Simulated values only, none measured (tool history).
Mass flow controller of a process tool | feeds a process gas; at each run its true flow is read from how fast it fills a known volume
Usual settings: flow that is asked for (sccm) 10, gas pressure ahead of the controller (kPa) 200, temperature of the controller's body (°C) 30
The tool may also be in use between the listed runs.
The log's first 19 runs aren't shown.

run	hour	flow that is asked for (sccm)	gas pressure ahead of the controller (kPa)	temperature of the controller's body (°C)	hours of work since the controller was set to zero	hours of work since the controller was changed	true flow (%)
20	1006.6	10	200	24	780	780	99.37
# hour 1013.2: controller's zero set anew
21	1083.6	6	247	37	38	820	98.12
22	1119.6	16	161	30	57	840	99.51
23	1175	16	161	30	86	869	99.5
# hour 1180.7: controller's zero set anew, once more
24	1219.4	10	199	30	21	893	98.89
25	1253.5	10	199	30	39	911	98.81
26	1285.9	10	199	30	56	928	98.84
27	1335.7	7	213	30	83	955	98.46
28	1409.6	7	213	25	122	994	98.99
29	1463.1	7	213	25	150	1022	99.01
30	1530.2	4	162	34	186	1058	98.52
31	1562.5	4	162	34	203	1075	98.58
32	1627.2	4	162	34	238	1110	98.58
33	1704.1	14	252	25	279	1151	98.96
34	1751	6	200	30	304	1176	98.73

Run 35 comes next. What will it give?
35	1800.7	10	200	30	330	1202	?

Run 35 gave true flow (%) 99.01.
Without the tool's hidden state the same run would have given true flow (%) 99.12.
